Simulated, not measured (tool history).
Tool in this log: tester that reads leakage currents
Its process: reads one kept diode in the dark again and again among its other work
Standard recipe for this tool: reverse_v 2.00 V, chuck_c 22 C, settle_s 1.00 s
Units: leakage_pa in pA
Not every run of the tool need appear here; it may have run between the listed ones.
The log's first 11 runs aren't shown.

run 12 hour=958.4 | reverse_v=2.57 chuck_c=22 settle_s=1.56 | leakage_pa=63.93
run 13 hour=1023.7 | reverse_v=2.57 chuck_c=22 settle_s=1.56 | leakage_pa=63.63
run 14 hour=1082.8 | reverse_v=2.57 chuck_c=22 settle_s=1.56 | leakage_pa=64.54
run 15 hour=1162.4 | reverse_v=2.00 chuck_c=22 settle_s=1.00 | leakage_pa=59.26
run 16 hour=1230.3 | reverse_v=2.00 chuck_c=22 settle_s=1.00 | leakage_pa=59.63
run 17 hour=1313.5 | reverse_v=2.00 chuck_c=22 settle_s=1.11 | leakage_pa=60.57
run 18 hour=1435.0 | reverse_v=2.00 chuck_c=22 settle_s=1.11 | leakage_pa=61.42
run 19 hour=1490.9 | reverse_v=2.00 chuck_c=22 settle_s=1.11 | leakage_pa=61.73
run 20 hour=1580.4 | reverse_v=2.00 chuck_c=42 settle_s=1.00 | leakage_pa=268.21
run 21 hour=1671.6 | reverse_v=1.46 chuck_c=22 settle_s=1.00 | leakage_pa=55.86
run 22 hour=1768.7 | reverse_v=1.46 chuck_c=22 settle_s=1.00 | leakage_pa=56.36
run 23 hour=1828.4 | reverse_v=1.46 chuck_c=22 settle_s=1.00 | leakage_pa=56.99
run 24 hour=1892.2 | reverse_v=2.30 chuck_c=25 settle_s=0.44 | leakage_pa=87.93
run 25 hour=1978.2 | reverse_v=2.30 chuck_c=25 settle_s=0.44 | leakage_pa=89.13
run 26 hour=2038.1 | reverse_v=3.92 chuck_c=41 settle_s=2.84 | leakage_pa=345.42
run 27 hour=2098.5 | reverse_v=1.10 chuck_c=36 settle_s=1.00 | leakage_pa=148.73
run 28 hour=2195.6 | reverse_v=6.90 chuck_c=36 settle_s=1.63 | leakage_pa=312.70
-- hour=2207.4 chuck's temperature calibrated
run 29 hour=2252.3 | reverse_v=6.90 chuck_c=36 settle_s=1.63 | leakage_pa=268.36
run 30 hour=2324.9 | reverse_v=1.70 chuck_c=36 settle_s=2.69 | leakage_pa=154.18
run 31 hour=2448.2 | reverse_v=2.05 chuck_c=22 settle_s=1.00 | leakage_pa=60.58
run 32 hour=2499.0 | reverse_v=2.05 chuck_c=22 settle_s=1.00 | leakage_pa=60.95
run 33 hour=2574.0 | reverse_v=3.47 chuck_c=23 settle_s=9.73 | leakage_pa=82.34

Run 34 is up next; what results do you expect?
-- hour=2610.6 probe card cleaned and baked
run 34 hour=2674.2 | reverse_v=2.00 chuck_c=34 settle_s=3.15 | leakage_pa=?

leakage_pa: 144.78 pA
Without the tool's hidden state the same run would have given leakage_pa 137.59 pA.

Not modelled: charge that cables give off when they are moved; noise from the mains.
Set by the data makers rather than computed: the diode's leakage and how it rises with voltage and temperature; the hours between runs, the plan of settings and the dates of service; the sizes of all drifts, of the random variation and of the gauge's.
